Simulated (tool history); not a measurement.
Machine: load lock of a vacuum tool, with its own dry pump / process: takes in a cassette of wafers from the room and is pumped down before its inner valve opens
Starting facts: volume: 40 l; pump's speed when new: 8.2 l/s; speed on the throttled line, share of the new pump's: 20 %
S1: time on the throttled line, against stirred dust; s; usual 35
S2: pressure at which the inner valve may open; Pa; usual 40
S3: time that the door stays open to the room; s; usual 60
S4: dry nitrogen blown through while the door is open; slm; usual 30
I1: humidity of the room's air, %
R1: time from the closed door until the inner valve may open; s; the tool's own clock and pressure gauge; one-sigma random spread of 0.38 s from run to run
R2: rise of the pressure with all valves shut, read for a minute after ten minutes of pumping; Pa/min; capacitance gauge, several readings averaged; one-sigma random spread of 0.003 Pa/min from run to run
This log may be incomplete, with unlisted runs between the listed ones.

{"run": 1, "hour": 0.0, "S1": 35, "S2": 40, "S3": 60, "S4": 30, "I1": 42.9, "R1": 65.8, "R2": 0.011}
{"run": 2, "hour": 79.3, "S1": 35, "S2": 40, "S3": 60, "S4": 30, "I1": 44.5, "R1": 65.8, "R2": 0.009}
{"run": 3, "hour": 245.4, "S1": 35, "S2": 40, "S3": 60, "S4": 30, "I1": 49.2, "R1": 65.7, "R2": 0.01}
{"run": 4, "hour": 369.6, "S1": 35, "S2": 40, "S3": 60, "S4": 30, "I1": 43.9, "R1": 65.7, "R2": 0.01}
{"run": 5, "hour": 510.8, "S1": 36, "S2": 40, "S3": 60, "S4": 30, "I1": 45.6, "R1": 67.3, "R2": 0.014}
{"run": 6, "hour": 583.0, "S1": 36, "S2": 40, "S3": 60, "S4": 30, "I1": 44.8, "R1": 67, "R2": 0.012}
{"hour": 614.1, "done": "dry pump taken out, an overhauled one fitted"}
{"run": 7, "hour": 719.7, "S1": 36, "S2": 40, "S3": 60, "S4": 30, "I1": 45.8, "R1": 67.3, "R2": 0.008}
{"run": 8, "hour": 834.3, "S1": 35, "S2": 40, "S3": 60, "S4": 6, "I1": 46.3, "R1": 66, "R2": 0.026}
{"run": 9, "hour": 977.4, "S1": 35, "S2": 40, "S3": 60, "S4": 6, "I1": 42.9, "R1": 66.3, "R2": 0.024}
{"run": 10, "hour": 1054.4, "S1": 35, "S2": 30, "S3": 60, "S4": 30, "I1": 40.8, "R1": 67.3, "R2": 0.007}
{"run": 11, "hour": 1142.0, "S1": 35, "S2": 30, "S3": 60, "S4": 30, "I1": 45.8, "R1": 67.8, "R2": 0.011}
{"run": 12, "hour": 1233.8, "S1": 35, "S2": 40, "S3": 223, "S4": 30, "I1": 46.3, "R1": 66.2, "R2": 0.018}
{"run": 13, "hour": 1358.1, "S1": 35, "S2": 40, "S3": 60, "S4": 30, "I1": 44.7, "R1": 66.3, "R2": 0.009}
{"run": 14, "hour": 1463.7, "S1": 35, "S2": 40, "S3": 60, "S4": 30, "I1": 41.5, "R1": 66.2, "R2": 0.007}
{"run": 15, "hour": 1580.6, "S1": 35, "S2": 40, "S3": 60, "S4": 30, "I1": 46.1, "R1": 66, "R2": 0.006}
{"run": 16, "hour": 1692.0, "S1": 35, "S2": 40, "S3": 60, "S4": 30, "I1": 44.5, "R1": 66.2, "R2": 0.012}
{"run": 17, "hour": 1818.2, "S1": 35, "S2": 40, "S3": 60, "S4": 12, "I1": 45.7, "R1": 66.3, "R2": 0.013}
{"run": 18, "hour": 1920.2, "S1": 35, "S2": 40, "S3": 60, "S4": 30, "I1": 42.2, "R1": 65.6, "R2": 0.008}
{"run": 19, "hour": 2021.5, "S1": 35, "S2": 40, "S3": 60, "S4": 30, "I1": 41.7, "R1": 66.2, "R2": 0.01}
{"run": 20, "hour": 2116.4, "S1": 35, "S2": 40, "S3": 60, "S4": 30, "I1": 40.2, "R1": 66.5, "R2": 0.013}
{"run": 21, "hour": 2190.6, "S1": 35, "S2": 40, "S3": 60, "S4": 30, "I1": 44.5, "R1": 66.4, "R2": 0.012}
{"run": 22, "hour": 2270.7, "S1": 60, "S2": 55, "S3": 74, "S4": 30, "I1": 44.6, "R1": 85.1, "R2": 0.007}
{"run": 23, "hour": 2365.7, "S1": 47, "S2": 55, "S3": 74, "S4": 26, "I1": 43, "R1": 74.5, "R2": 0.012}
{"run": 24, "hour": 2488.6, "S1": 35, "S2": 38, "S3": 173, "S4": 30, "I1": 46.4, "R1": 66.8, "R2": 0.02}
{"run": 25, "hour": 2574.3, "S1": 35, "S2": 40, "S3": 60, "S4": 6, "I1": 43.7, "R1": 66.3, "R2": 0.024}
{"run": 26, "hour": 2730.4, "S1": 35, "S2": 40, "S3": 60, "S4": 6, "I1": 45.2, "R1": 65.9, "R2": 0.022}
{"run": 27, "hour": 2855.5, "S1": 35, "S2": 40, "S3": 60, "S4": 6, "I1": 47.4, "R1": 66.5, "R2": 0.03}
{"run": 28, "hour": 2967.8, "S1": 35, "S2": 68, "S3": 60, "S4": 33, "I1": 46, "R1": 63.2, "R2": 0.008}
{"run": 29, "hour": 3129.8, "S1": 30, "S2": 68, "S3": 60, "S4": 10, "I1": 43.4, "R1": 59.6, "R2": 0.021}
{"run": 30, "hour": 3250.9, "S1": 30, "S2": 68, "S3": 60, "S4": 10, "I1": 41.4, "R1": 60, "R2": 0.02}
{"run": 31, "hour": 3399.4, "S1": 35, "S2": 41, "S3": 60, "S4": 34, "I1": 43.6, "R1": 65.5, "R2": 0.005}
{"run": 32, "hour": 3511.2, "S1": 21, "S2": 41, "S3": 60, "S4": 12, "I1": 41.8, "R1": 55.3, "R2": 0.016}
{"run": 33, "hour": 3613.8, "S1": 35, "S2": 38, "S3": 60, "S4": 30, "I1": 45.6, "R1": 66.9, "R2": 0.008}
{"run": 34, "hour": 3763.6, "S1": 35, "S2": 69, "S3": 133, "S4": 30, "I1": 46.4, "R1": 63.7, "R2": 0.011}
{"run": 35, "hour": 3846.7, "S1": 20, "S2": 40, "S3": 32, "S4": 30, "I1": 44.4, "R1": 54.1, "R2": 0.005}
{"run": 36, "hour": 3914.3, "S1": 41, "S2": 40, "S3": 112, "S4": 15, "I1": 45.4, "R1": 70.4, "R2": 0.019}

Consider 4 possible next runs. They are alternatives, not a sequence: every one starts from the tool as it was left by run 36. What does each give?
{"run": "A", "hour": 4026.4, "S1": 60, "S2": 40, "S3": 112, "S4": 15, "I1": 46.7, "R1": "?", "R2": "?"}
{"run": "B", "hour": 4026.4, "S1": 41, "S2": 40, "S3": 69, "S4": 15, "I1": 43, "R1": "?", "R2": "?"}
{"run": "C", "hour": 4026.4, "S1": 22, "S2": 40, "S3": 54, "S4": 30, "I1": 45.9, "R1": "?", "R2": "?"}
{"run": "D", "hour": 4026.4, "S1": 35, "S2": 60, "S3": 47, "S4": 30, "I1": 43.7, "R1": "?", "R2": "?"}

run=A R1=86.5 R2=0.019
run=B R1=70.6 R2=0.017
run=C R1=55.8 R2=0.015
run=D R1=64.2 R2=0.01
What these runs would have given with no unlogged condition in the tool:
run=A R1=86.5 R2=0.019
run=B R1=70.6 R2=0.017
run=C R1=55.8 R2=0.015
run=D R1=64.2 R2=0.009

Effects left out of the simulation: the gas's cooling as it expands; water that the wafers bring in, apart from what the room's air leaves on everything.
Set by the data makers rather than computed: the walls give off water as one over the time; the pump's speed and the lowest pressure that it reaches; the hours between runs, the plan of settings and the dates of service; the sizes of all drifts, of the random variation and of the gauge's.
